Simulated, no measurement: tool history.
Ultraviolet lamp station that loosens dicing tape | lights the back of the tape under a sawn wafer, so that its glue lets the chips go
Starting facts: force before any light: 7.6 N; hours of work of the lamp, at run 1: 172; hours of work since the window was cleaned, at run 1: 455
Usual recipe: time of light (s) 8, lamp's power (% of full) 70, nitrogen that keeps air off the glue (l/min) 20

| run | day | time of light (s) | lamp's power (% of full) | nitrogen that keeps air off the glue (l/min) | hours of work of the lamp | hours of work since the window was cleaned | force that peels the tape off (N) | light that reached the tape (J/m2) |
|---|---|---|---|---|---|---|---|---|
| 1 | 0 | 8 | 70 | 20 | 172 | 455 | 1.419 | 3290 |
| 2 | 0.888 | 8 | 70 | 20 | 182 | 465 | 1.437 | 3310 |
| 3 | 1.454 | 13 | 70 | 20 | 188 | 471 | 0.646 | 5280 |
| 4 | 2.042 | 4 | 70 | 20 | 194 | 477 | 3.319 | 1590 |
| 5 | 2.95 | 4 | 70 | 14 | 204 | 486 | 3.428 | 1630 |
| 6 | 3.442 | 12 | 82 | 14 | 209 | 492 | 0.653 | 5690 |
| 7 | 3.875 | 11 | 89 | 20 | 213 | 496 | 0.589 | 5560 |
| 8 | 4.317 | 13 | 66 | 20 | 218 | 501 | 0.74 | 4900 |
| 9 | 4.817 | 13 | 66 | 20 | 223 | 506 | 0.757 | 4900 |
| 10 | 5.529 | 13 | 66 | 20 | 231 | 514 | 0.772 | 4820 |

Each row is a separate what-if for the run after 10, all from the same tool condition, not one after another. Results?
| A | 6.333 | 8 | 99 | 19 | 239 | 522 | ? | ? |
| B | 6.333 | 4 | 62 | 17 | 239 | 522 | ? | ? |
| C | 6.333 | 12 | 65 | 20 | 239 | 522 | ? | ? |
| D | 6.333 | 6 | 82 | 35 | 239 | 522 | ? | ? |
| E | 6.333 | 5 | 65 | 33 | 239 | 522 | ? | ? |

| run | force that peels the tape off (N) | light that reached the tape (J/m2) |
|---|---|---|
| A | 0.904 | 4420 |
| B | 3.991 | 1400 |
| C | 0.926 | 4390 |
| D | 1.69 | 2740 |
| E | 2.847 | 1810 |
Without the tool's unlogged condition, the same runs would have read:
| run | force that peels the tape off (N) | light that reached the tape (J/m2) |
|---|---|---|
| A | 0.546 | 5810 |
| B | 3.218 | 1830 |
| C | 0.562 | 5770 |
| D | 1.105 | 3600 |
| E | 2.102 | 2390 |
